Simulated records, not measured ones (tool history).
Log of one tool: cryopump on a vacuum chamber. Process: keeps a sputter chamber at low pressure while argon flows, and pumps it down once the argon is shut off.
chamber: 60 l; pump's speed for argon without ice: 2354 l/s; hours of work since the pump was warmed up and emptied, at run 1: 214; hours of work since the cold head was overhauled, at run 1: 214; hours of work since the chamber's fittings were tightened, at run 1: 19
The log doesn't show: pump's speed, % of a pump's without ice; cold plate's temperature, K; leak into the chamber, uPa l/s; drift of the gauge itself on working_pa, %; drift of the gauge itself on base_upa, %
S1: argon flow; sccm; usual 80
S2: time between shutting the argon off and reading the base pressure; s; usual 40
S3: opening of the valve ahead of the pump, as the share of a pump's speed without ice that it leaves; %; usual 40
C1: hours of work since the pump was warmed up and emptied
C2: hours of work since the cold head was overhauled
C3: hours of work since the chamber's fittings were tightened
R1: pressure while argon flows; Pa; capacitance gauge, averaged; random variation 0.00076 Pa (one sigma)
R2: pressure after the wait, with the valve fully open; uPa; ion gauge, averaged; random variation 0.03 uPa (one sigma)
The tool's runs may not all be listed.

Run 1, hour 0.0: usual settings; C1 214; C2 214; C3 19. Result: R1 0.1479 Pa, R2 1.49 uPa.
Run 2, hour 17.7: usual settings; C1 227; C2 227; C3 32. Result: R1 0.1478 Pa, R2 1.51 uPa.
Run 3, hour 45.9: usual settings; C1 248; C2 248; C3 52. Result: R1 0.1471 Pa, R2 1.56 uPa.
Run 4, hour 67.1: usual settings; C1 263; C2 263; C3 68. Result: R1 0.1485 Pa, R2 1.58 uPa.
Run 5, hour 90.8: usual settings; C1 280; C2 280; C3 85. Result: R1 0.1475 Pa, R2 1.64 uPa.
Run 6, hour 108.2: usual settings but S2 24 s; C1 293; C2 293; C3 97. Result: R1 0.1484 Pa, R2 2.56 uPa.
Run 7, hour 138.1: usual settings but S2 24 s; C1 314; C2 314; C3 119. Result: R1 0.1497 Pa, R2 2.61 uPa.
Run 8, hour 169.2: usual settings but S2 24 s; C1 337; C2 337; C3 142. Result: R1 0.1478 Pa, R2 2.55 uPa.
Run 9, hour 192.4: usual settings but S2 24 s; C1 354; C2 354; C3 159. Result: R1 0.1487 Pa, R2 2.68 uPa.
Run 10, hour 209.0: usual settings but S2 24 s; C1 366; C2 366; C3 171. Result: R1 0.1497 Pa, R2 2.59 uPa.
Run 11, hour 239.1: usual settings but S2 24 s; C1 388; C2 388; C3 193. Result: R1 0.1498 Pa, R2 2.73 uPa.
Run 12, hour 267.0: usual settings but S1 84 sccm; C1 408; C2 408; C3 213. Result: R1 0.1569 Pa, R2 1.79 uPa.
Run 13, hour 293.9: usual settings but S1 84 sccm; C1 428; C2 428; C3 232. Result: R1 0.1580 Pa, R2 1.83 uPa.
Run 14, hour 322.2: usual settings but S1 84 sccm; C1 448; C2 448; C3 253. Result: R1 0.1584 Pa, R2 1.87 uPa.
Run 15, hour 344.8: usual settings but S1 84 sccm; C1 465; C2 465; C3 269. Result: R1 0.1590 Pa, R2 1.89 uPa.
Run 16, hour 363.1: usual settings but S1 84 sccm; C1 478; C2 478; C3 283. Result: R1 0.1585 Pa, R2 1.96 uPa.
Run 17, hour 387.0: usual settings but S1 84 sccm; C1 495; C2 495; C3 300. Result: R1 0.1607 Pa, R2 1.95 uPa.
Run 18, hour 406.2: usual settings but S1 63 sccm, S2 55 s, S3 43 %; C1 509; C2 509; C3 314. Result: R1 0.1125 Pa, R2 1.64 uPa.
Run 19, hour 435.3: usual settings but S1 63 sccm, S2 28 s, S3 43 %; C1 530; C2 530; C3 335. Result: R1 0.1113 Pa, R2 2.59 uPa.
Run 20, hour 466.9: usual settings but S1 63 sccm, S2 28 s, S3 43 %; C1 553; C2 553; C3 358. Result: R1 0.1129 Pa, R2 2.62 uPa.
Run 21, hour 494.4: usual settings but S1 113 sccm, S2 32 s, S3 28 %; C1 573; C2 573; C3 378. Result: R1 0.3040 Pa, R2 2.36 uPa.
Run 22, hour 518.3: usual settings but S2 144 s; C1 591; C2 591; C3 395. Result: R1 0.1530 Pa, R2 1.14 uPa.
Run 23, hour 538.2: usual settings but S2 144 s; C1 605; C2 605; C3 410. Result: R1 0.1523 Pa, R2 1.17 uPa.

The next listed run, before its measurement:
Run 24, hour 560.4: usual settings but S1 53 sccm, S2 80 s, S3 28 %; C1 621; C2 621; C3 426. Result: R1 ?, R2 ?.

{"run 24": {"R1": 0.1442, "R2": 1.41}}
Without the tool's hidden state the same run would have given R1 0.1374 Pa, R2 0.78 uPa.
